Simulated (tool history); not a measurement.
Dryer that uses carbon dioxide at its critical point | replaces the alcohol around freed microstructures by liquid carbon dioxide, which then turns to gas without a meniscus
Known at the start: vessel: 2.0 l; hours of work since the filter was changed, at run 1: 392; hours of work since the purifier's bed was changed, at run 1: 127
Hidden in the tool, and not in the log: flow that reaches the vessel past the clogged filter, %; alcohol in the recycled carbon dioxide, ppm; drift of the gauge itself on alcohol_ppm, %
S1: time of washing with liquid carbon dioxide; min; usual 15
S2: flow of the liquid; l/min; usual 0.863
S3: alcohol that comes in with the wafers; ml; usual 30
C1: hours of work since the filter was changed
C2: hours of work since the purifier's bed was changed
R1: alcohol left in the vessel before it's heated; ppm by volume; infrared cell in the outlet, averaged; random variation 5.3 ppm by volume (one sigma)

run	hour	S1	S2	S3	C1	C2	R1
1	0.0	15	0.863	30	392	127	190
2	9.1	15	0.863	30	395	130	202
3	19.3	15	1.310	30	399	134	46
4	28.4	15	1.310	30	402	137	51
5	37.3	15	1.310	30	406	141	37
6	47.6	15	0.863	30	409	144	202
7	58.2	15	0.863	30	413	148	200
8	63.7	15	0.863	110	415	150	705
9	71.4	15	0.863	110	418	153	726
10	82.4	15	0.863	110	422	157	724
11	88.9	15	0.863	30	424	160	218
12	94.7	15	0.863	30	427	162	208
13	106.9	15	0.863	21	431	166	169
14	120.0	15	0.863	21	436	171	157
15	126.4	15	0.863	30	438	173	217
16	138.9	15	0.863	30	443	178	214
17	150.6	15	0.863	30	447	182	221
18	158.2	15	0.863	30	450	185	222
19	165.0	15	0.863	68	452	187	470
20	174.9	15	0.863	59	456	191	418
21	183.2	15	0.863	59	459	194	406
22	191.7	15	0.863	30	462	197	227
23	197.9	15	0.863	30	464	199	222
24	210.4	15	1.345	30	469	204	46
25	222.7	24	0.863	30	473	208	48
26	232.0	20	0.863	81	477	212	156
27	240.0	20	0.863	81	480	215	159
28	251.9	13	0.863	30	484	219	392
29	264.0	15	0.729	22	489	224	333
30	275.7	15	0.729	22	493	228	330
31	286.2	23	0.802	63	497	232	112
32	293.5	23	0.802	63	499	234	109
33	305.3	23	0.802	63	504	239	107
34	317.5	9	1.029	84	508	243	2064
35	328.9	9	1.029	84	512	247	2056
36	336.4	9	1.029	84	515	250	2025
37	342.1	9	1.029	84	517	252	2080
38	351.6	19	1.283	21	521	256	35
39	361.6	13	0.863	45	524	259	599
40	368.8	16	1.251	88	527	262	97
41	378.9	16	1.251	88	531	266	98
42	385.0	16	1.251	78	533	268	102
43	395.2	10	1.192	34	536	272	386
44	407.2	23	0.987	90	541	276	55
45	417.8	23	0.987	90	545	280	67
46	428.5	17	1.421	32	549	284	45

Forecast each of these 3 alternatives for the next run:
A	440.4	14	0.684	84	553	288	?
B	440.4	19	0.956	70	553	288	?
C	440.4	21	1.434	30	553	288	?

run	R1
A	1880
B	132
C	41
Without the tool's hidden state the same runs would have given:
run	R1
A	1110
B	40
C	7
